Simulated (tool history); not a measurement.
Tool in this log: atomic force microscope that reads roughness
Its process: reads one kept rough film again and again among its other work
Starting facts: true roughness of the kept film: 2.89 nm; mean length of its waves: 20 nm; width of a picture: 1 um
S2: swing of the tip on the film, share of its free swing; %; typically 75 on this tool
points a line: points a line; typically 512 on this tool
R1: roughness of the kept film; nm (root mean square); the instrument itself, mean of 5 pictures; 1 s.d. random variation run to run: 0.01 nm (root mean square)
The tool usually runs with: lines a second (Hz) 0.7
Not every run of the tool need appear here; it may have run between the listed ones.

Run 1, hour 0: usual settings. Result: R1 1.939 nm (root mean square).
Run 2, hour 29: usual settings. Result: R1 1.867 nm (root mean square).
At hour 38.8: new tip fitted.
Run 3, hour 52.9: usual settings. Result: R1 2.254 nm (root mean square).
Run 4, hour 81: usual settings but points a line 295. Result: R1 2.12 nm (root mean square).
Run 5, hour 99.6: usual settings. Result: R1 2.12 nm (root mean square).
Run 6, hour 121.1: usual settings. Result: R1 2.081 nm (root mean square).
Run 7, hour 143.1: usual settings. Result: R1 2.016 nm (root mean square).
Run 8, hour 172: usual settings. Result: R1 1.925 nm (root mean square).
Run 9, hour 196.2: usual settings. Result: R1 1.884 nm (root mean square).
At hour 200.1: new tip fitted.
Run 10, hour 225.8: usual settings but S2 56 %. Result: R1 2.246 nm (root mean square).
Run 11, hour 249.2: usual settings but S2 56 %, points a line 313. Result: R1 2.164 nm (root mean square).
Run 12, hour 265: usual settings but points a line 326. Result: R1 2.088 nm (root mean square).
Run 13, hour 292.1: usual settings. Result: R1 2.035 nm (root mean square).
Run 14, hour 316: usual settings. Result: R1 1.975 nm (root mean square).
Run 15, hour 333.3: usual settings. Result: R1 1.924 nm (root mean square).
Run 16, hour 352.6: usual settings. Result: R1 1.889 nm (root mean square).
At hour 361.7: new tip fitted.
Run 17, hour 385.1: usual settings. Result: R1 2.227 nm (root mean square).
Run 18, hour 401.3: usual settings. Result: R1 2.175 nm (root mean square).
Run 19, hour 419.7: usual settings but lines a second (Hz) 0.523, S2 58 %, points a line 831. Result: R1 2.179 nm (root mean square).
Run 20, hour 446: usual settings but lines a second (Hz) 0.523, S2 58 %, points a line 697. Result: R1 2.097 nm (root mean square).
Run 21, hour 466.4: usual settings but lines a second (Hz) 0.962, S2 84 %, points a line 318. Result: R1 1.911 nm (root mean square).
Run 22, hour 494.4: usual settings but lines a second (Hz) 1.003, S2 76 %, points a line 318. Result: R1 1.856 nm (root mean square).
Run 23, hour 513.4: usual settings but lines a second (Hz) 2.154, S2 73 %, points a line 853. Result: R1 1.776 nm (root mean square).
At hour 523.5: new tip fitted.
Run 24, hour 536.4: usual settings but lines a second (Hz) 2.781, S2 80 %, points a line 1005. Result: R1 2.037 nm (root mean square).
Run 25, hour 557.2: usual settings but lines a second (Hz) 2.781, S2 80 %, points a line 1005. Result: R1 1.976 nm (root mean square).
Run 26, hour 585.8: usual settings but S2 63 %. Result: R1 2.156 nm (root mean square).
Run 27, hour 615.4: usual settings but S2 83 %. Result: R1 1.998 nm (root mean square).
Run 28, hour 628.8: usual settings but lines a second (Hz) 0.723, S2 57 %, points a line 261. Result: R1 1.991 nm (root mean square).
Run 29, hour 660.3: usual settings but lines a second (Hz) 0.723, S2 57 %, points a line 261. Result: R1 1.906 nm (root mean square).
Run 30, hour 681.1: usual settings but lines a second (Hz) 0.723, S2 90 %, points a line 261. Result: R1 1.78 nm (root mean square).
At hour 685.8: new tip fitted.
Run 31, hour 702.2: usual settings but lines a second (Hz) 0.723, S2 68 %, points a line 340. Result: R1 2.251 nm (root mean square).
Run 32, hour 728.9: usual settings but S2 63 %. Result: R1 2.205 nm (root mean square).

Some steps in R1, run to run, broken into two amounts with sign: the step expected even without the hidden condition (settings, incoming material, random variation), and the rest, left for the hidden condition together with whatever gauge scatter is not in both the measured and the hidden-condition-free result:
Hidden state at play: radius of the tip, nm; height scale over the true one, %; drift of the gauge itself on roughness_nm, %.
Run 2 -> 3: new tip fitted. R1 +0.387 nm (root mean square): hidden state +0.394, all else -0.007.
Run 9 -> 10: S2 75 -> 56, new tip fitted. R1 +0.362 nm (root mean square): hidden state +0.358, all else +0.004.
Run 23 -> 24: lines a second (Hz) 2.154 -> 2.781, S2 73 -> 80, points a line 853 -> 1005, new tip fitted. R1 +0.261 nm (root mean square): hidden state +0.377, all else -0.116.
Run 30 -> 31: S2 90 -> 68, points a line 261 -> 340, new tip fitted. R1 +0.471 nm (root mean square): hidden state +0.345, all else +0.126.

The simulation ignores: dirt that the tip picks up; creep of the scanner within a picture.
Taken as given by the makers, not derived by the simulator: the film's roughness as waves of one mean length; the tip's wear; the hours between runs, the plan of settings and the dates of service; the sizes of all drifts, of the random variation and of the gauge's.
